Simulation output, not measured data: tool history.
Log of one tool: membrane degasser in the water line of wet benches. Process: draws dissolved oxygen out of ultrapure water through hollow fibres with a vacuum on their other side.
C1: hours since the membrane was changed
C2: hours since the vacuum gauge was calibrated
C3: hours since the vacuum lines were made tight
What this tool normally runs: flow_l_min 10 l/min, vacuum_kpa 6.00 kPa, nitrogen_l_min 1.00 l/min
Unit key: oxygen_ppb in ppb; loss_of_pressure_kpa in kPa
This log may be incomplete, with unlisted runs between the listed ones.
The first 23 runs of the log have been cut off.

run 24 day=88.550 | flow_l_min=9 vacuum_kpa=6.00 nitrogen_l_min=1.00 | C1=2204 C2=1119 C3=2927 | oxygen_ppb=64.3 loss_of_pressure_kpa=63.73
run 25 day=92.692 | flow_l_min=6 vacuum_kpa=13.65 nitrogen_l_min=1.00 | C1=2304 C2=1219 C3=3026 | oxygen_ppb=154.3 loss_of_pressure_kpa=42.12
run 26 day=96.112 | flow_l_min=11 vacuum_kpa=8.45 nitrogen_l_min=0.45 | C1=2386 C2=1301 C3=3108 | oxygen_ppb=282.0 loss_of_pressure_kpa=77.52
run 27 day=100.658 | flow_l_min=9 vacuum_kpa=14.97 nitrogen_l_min=0.47 | C1=2495 C2=1410 C3=3217 | oxygen_ppb=485.0 loss_of_pressure_kpa=63.21
run 28 day=105.738 | flow_l_min=9 vacuum_kpa=14.97 nitrogen_l_min=0.47 | C1=2617 C2=1532 C3=3339 | oxygen_ppb=497.3 loss_of_pressure_kpa=63.93
run 29 day=111.175 | flow_l_min=14 vacuum_kpa=6.00 nitrogen_l_min=1.00 | C1=2747 C2=1662 C3=3470 | oxygen_ppb=98.4 loss_of_pressure_kpa=98.78
run 30 day=114.808 | flow_l_min=8 vacuum_kpa=4.44 nitrogen_l_min=2.86 | C1=2834 C2=1750 C3=3557 | oxygen_ppb=11.0 loss_of_pressure_kpa=56.51
run 31 day=118.075 | flow_l_min=8 vacuum_kpa=4.44 nitrogen_l_min=2.86 | C1=2913 C2=1828 C3=3635 | oxygen_ppb=11.1 loss_of_pressure_kpa=56.28
run 32 day=120.767 | flow_l_min=8 vacuum_kpa=4.44 nitrogen_l_min=2.86 | C1=2977 C2=1892 C3=3700 | oxygen_ppb=11.3 loss_of_pressure_kpa=56.11

3 options for the next run, each taken on its own from the tool as it stands now. Forecast them:
run A day=124.796 | flow_l_min=10 vacuum_kpa=6.00 nitrogen_l_min=0.45 | C1=3074 C2=1989 C3=3797 | oxygen_ppb=? loss_of_pressure_kpa=?
run B day=124.796 | flow_l_min=14 vacuum_kpa=4.19 nitrogen_l_min=0.64 | C1=3074 C2=1989 C3=3797 | oxygen_ppb=? loss_of_pressure_kpa=?
run C day=124.796 | flow_l_min=15 vacuum_kpa=14.64 nitrogen_l_min=0.94 | C1=3074 C2=1989 C3=3797 | oxygen_ppb=? loss_of_pressure_kpa=?

run=A oxygen_ppb=146.1 loss_of_pressure_kpa=70.58
run=B oxygen_ppb=60.3 loss_of_pressure_kpa=99.10
run=C oxygen_ppb=420.6 loss_of_pressure_kpa=105.49
The same runs, with their run-to-run variation unchanged, on a tool lacking any hidden condition would have given:
run=A oxygen_ppb=137.0 loss_of_pressure_kpa=69.85
run=B oxygen_ppb=51.6 loss_of_pressure_kpa=98.08
run=C oxygen_ppb=411.9 loss_of_pressure_kpa=104.40
